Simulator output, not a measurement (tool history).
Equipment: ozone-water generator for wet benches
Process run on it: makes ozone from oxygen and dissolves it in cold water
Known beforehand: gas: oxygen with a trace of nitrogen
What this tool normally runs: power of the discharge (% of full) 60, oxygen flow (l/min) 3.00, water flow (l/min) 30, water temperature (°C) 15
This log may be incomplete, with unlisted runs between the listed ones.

| run | hour | power of the discharge (% of full) | oxygen flow (l/min) | water flow (l/min) | water temperature (°C) | dissolved ozone (ppm) | ozone in the gas ahead of the water (g/m3) |
|---|---|---|---|---|---|---|---|
| 1 | 0.0 | 60 | 3.00 | 30 | 15 | 11.7 | 244.5 |
| 2 | 162.3 | 60 | 3.00 | 30 | 15 | 11.6 | 244.6 |
| 3 | 330.3 | 60 | 3.00 | 30 | 15 | 11.6 | 244.8 |
| 4 | 497.5 | 60 | 3.00 | 30 | 15 | 11.8 | 244.4 |
| 5 | 617.7 | 60 | 3.00 | 29 | 15 | 12.3 | 244.5 |
| 6 | 760.0 | 60 | 3.00 | 29 | 15 | 12.2 | 245.5 |
| 7 | 893.3 | 60 | 3.00 | 29 | 15 | 12.2 | 245.2 |
| 8 | 1007.4 | 60 | 3.00 | 29 | 15 | 12.2 | 245.3 |
| 9 | 1114.2 | 60 | 3.00 | 29 | 15 | 12.1 | 245.8 |
| 10 | 1323.0 | 60 | 4.83 | 18 | 20 | 19.4 | 187.6 |
| 11 | 1528.4 | 65 | 1.70 | 26 | 7 | 13.2 | 355.1 |
| 12 | 1724.9 | 60 | 3.00 | 33 | 15 | 10.4 | 246.3 |
| 13 | 1907.7 | 60 | 3.00 | 33 | 15 | 10.5 | 243.8 |
| 14 | 2025.8 | 60 | 3.00 | 47 | 15 | 6.9 | 244.0 |
| 15 | 2137.0 | 60 | 3.00 | 47 | 15 | 6.7 | 246.0 |

Removed from this log: 2 entries logged between the listed runs. Between which two listed runs does each belong, and how does the tool's hidden state at the listed run before it compare with that at the listed run after it?
Runs 1 to 2: contactor cleaned (hour 52.9)
  contactor's efficiency, % of a clean one's: 99.9 -> 100
Runs 11 to 12: water thermometer calibrated (hour 1548.8)
  true water temperature over the reading, C: 0.01 -> 0
